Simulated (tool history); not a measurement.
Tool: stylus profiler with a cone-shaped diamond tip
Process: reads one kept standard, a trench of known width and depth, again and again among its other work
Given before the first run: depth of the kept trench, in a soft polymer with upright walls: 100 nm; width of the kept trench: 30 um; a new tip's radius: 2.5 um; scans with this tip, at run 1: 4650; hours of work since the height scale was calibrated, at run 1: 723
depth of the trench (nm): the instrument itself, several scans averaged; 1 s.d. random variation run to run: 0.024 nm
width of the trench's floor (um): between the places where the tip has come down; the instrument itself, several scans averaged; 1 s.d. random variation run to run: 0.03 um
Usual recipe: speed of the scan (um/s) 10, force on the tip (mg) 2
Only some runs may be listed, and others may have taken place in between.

| run | hour | speed of the scan (um/s) | force on the tip (mg) | scans with this tip | hours of work since the height scale was calibrated | depth of the trench (nm) | width of the trench's floor (um) |
|---|---|---|---|---|---|---|---|
| 1 | 0 | 10 | 2 | 4650 | 723 | 101.76 | 28.37 |
| 2 | 44.6 | 10 | 0.96 | 4789 | 745 | 101.19 | 28.28 |
| 3 | 94.3 | 5 | 2 | 4944 | 769 | 101.74 | 28.4 |
| 4 | 135.6 | 10 | 2 | 5073 | 789 | 101.74 | 28.35 |
| 5 | 191.3 | 10 | 2 | 5247 | 816 | 101.76 | 28.28 |
| 6 | 222.7 | 10 | 2 | 5345 | 831 | 101.79 | 28.33 |
| 7 | 253.4 | 10 | 2 | 5440 | 846 | 101.79 | 28.33 |
| 8 | 301.7 | 23 | 2 | 5591 | 870 | 101.8 | 28.28 |
| 9 | 334.1 | 10 | 2 | 5692 | 885 | 101.79 | 28.27 |
| 10 | 374.7 | 10 | 2 | 5819 | 905 | 101.85 | 28.3 |
| 11 | 416.6 | 11 | 2 | 5949 | 925 | 101.81 | 28.34 |
| 12 | 451.9 | 4 | 0.94 | 6060 | 942 | 101.24 | 28.33 |
| 13 | 499.9 | 4 | 0.94 | 6209 | 966 | 101.24 | 28.32 |

The next listed run, before its measurement:
| 14 | 546.5 | 9 | 0.94 | 6355 | 988 | ? | ? |

depth of the trench (nm): 101.29
width of the trench's floor (um): 28.27
The same run, on a tool lacking any hidden state, would have yielded depth of the trench (nm) 100.89, width of the trench's floor (um) 28.52.

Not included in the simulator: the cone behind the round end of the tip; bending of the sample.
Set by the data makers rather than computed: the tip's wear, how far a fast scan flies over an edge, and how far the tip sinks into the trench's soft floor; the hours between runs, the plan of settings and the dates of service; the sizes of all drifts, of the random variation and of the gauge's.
